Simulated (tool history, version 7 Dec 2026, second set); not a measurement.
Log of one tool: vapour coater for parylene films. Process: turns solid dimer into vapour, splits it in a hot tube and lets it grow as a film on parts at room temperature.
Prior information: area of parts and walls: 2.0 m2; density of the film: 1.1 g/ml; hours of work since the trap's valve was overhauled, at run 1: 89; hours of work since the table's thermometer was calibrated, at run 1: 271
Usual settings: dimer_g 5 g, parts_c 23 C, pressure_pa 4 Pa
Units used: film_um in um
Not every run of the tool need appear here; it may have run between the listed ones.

| run | hour | dimer_g | parts_c | pressure_pa | hours of work since the trap's valve was overhauled | hours of work since the table's thermometer was calibrated | film_um |
|---|---|---|---|---|---|---|---|
| 1 | 0 | 5 | 23 | 4 | 89 | 271 | 1.365 |
| 2 | 31.2 | 5 | 23 | 4 | 110 | 293 | 1.357 |
| 3 | 70.8 | 6 | 23 | 4 | 138 | 320 | 1.625 |
| 4 | 107.6 | 6 | 23 | 4 | 163 | 346 | 1.613 |
| 5 | 130.9 | 6 | 23 | 4 | 179 | 362 | 1.612 |
| 6 | 164.4 | 6 | 23 | 4 | 203 | 385 | 1.599 |
| 7 | 189.1 | 4 | 23 | 4 | 220 | 402 | 1.059 |
| 8 | 211.3 | 4 | 23 | 4 | 235 | 418 | 1.062 |
|  | 232.3 | trap's valve overhauled |
| 9 | 260.6 | 5 | 23 | 4 | 20 | 449 | 1.365 |
| 10 | 296.7 | 5 | 23 | 4 | 45 | 474 | 1.363 |
| 11 | 346.6 | 5 | 23 | 4 | 79 | 508 | 1.36 |
| 12 | 382.4 | 5 | 23 | 4 | 104 | 533 | 1.351 |
| 13 | 423.8 | 5 | 23 | 4 | 132 | 562 | 1.338 |
| 14 | 465.1 | 5 | 23 | 4 | 161 | 590 | 1.336 |
| 15 | 496.3 | 5 | 23 | 4 | 183 | 612 | 1.335 |
| 16 | 527.8 | 5 | 23 | 4 | 204 | 634 | 1.325 |
| 17 | 573.9 | 5 | 23 | 4 | 236 | 666 | 1.317 |
|  | 590.7 | trap's valve overhauled |
| 18 | 615.2 | 5 | 23 | 4 | 17 | 691 | 1.386 |
| 19 | 644.5 | 5 | 23 | 4 | 37 | 712 | 1.379 |
| 20 | 687.6 | 5 | 24 | 2.16 | 67 | 741 | 1.372 |
| 21 | 725.5 | 5 | 24 | 2.16 | 93 | 768 | 1.357 |
| 22 | 754.4 | 5 | 33 | 9.95 | 113 | 788 | 0.85 |
| 23 | 783.8 | 5 | 33 | 9.95 | 134 | 808 | 0.854 |
| 24 | 807.2 | 6 | 15 | 4 | 150 | 824 | 2.277 |
| 25 | 842 | 3 | 17 | 2.2 | 174 | 848 | 1.079 |
| 26 | 873 | 3 | 17 | 3.36 | 195 | 870 | 1.05 |
| 27 | 915.8 | 3 | 17 | 3.36 | 225 | 899 | 1.044 |
|  | 949 | trap's valve overhauled |
| 28 | 965.4 | 6 | 32 | 3.36 | 11 | 931 | 1.16 |
| 29 | 997 | 2 | 17 | 8.46 | 33 | 953 | 0.684 |
| 30 | 1025 | 5 | 31 | 2.54 | 53 | 972 | 1.014 |
| 31 | 1050.9 | 5 | 31 | 2.54 | 70 | 990 | 1.014 |
| 32 | 1093.1 | 5 | 31 | 2.54 | 100 | 1019 | 1.006 |
| 33 | 1119.3 | 5 | 35 | 4 | 118 | 1037 | 0.822 |
| 34 | 1155.6 | 3 | 20 | 2.73 | 143 | 1062 | 0.951 |
| 35 | 1198.1 | 3 | 20 | 2.73 | 172 | 1092 | 0.942 |
| 36 | 1220.5 | 3 | 20 | 2.73 | 188 | 1107 | 0.937 |
| 37 | 1249.2 | 7 | 16 | 3.53 | 208 | 1127 | 2.535 |
|  | 1293.1 | table's thermometer calibrated |
| 38 | 1294.8 | 7 | 16 | 3.53 | 238 | 1 | 2.471 |

For each entry between runs, how does the tool's hidden state at the last listed run before it compare with that at the first listed run after it?
Between runs 8 and 9: trap's valve overhauled (hour 232.3)
  vapour lost through the trap's worn valve, %: 4.6 -> 1.5; true temperature of the parts over the reading, C: -0.24 -> -0.25
  difference, measured minus the result without the unlogged condition, film_um: -0.041 -> -0.007 um
Between runs 17 and 18: trap's valve overhauled (hour 590.7)
  vapour lost through the trap's worn valve, %: 5.8 -> 0.4
  difference, measured minus the result without the unlogged condition, film_um: -0.063 -> +0.014 um
Between runs 27 and 28: trap's valve overhauled (hour 949)
  vapour lost through the trap's worn valve, %: 4.4 -> 0.4; true temperature of the parts over the reading, C: -0.41 -> -0.42
  difference, measured minus the result without the unlogged condition, film_um: -0.03 -> +0.015 um
Between runs 37 and 38: table's thermometer calibrated (hour 1293.1)
  vapour lost through the trap's worn valve, %: 4.3 -> 4.9; true temperature of the parts over the reading, C: -0.49 -> 0.09
  difference, measured minus the result without the unlogged condition, film_um: -0.06 -> -0.137 um
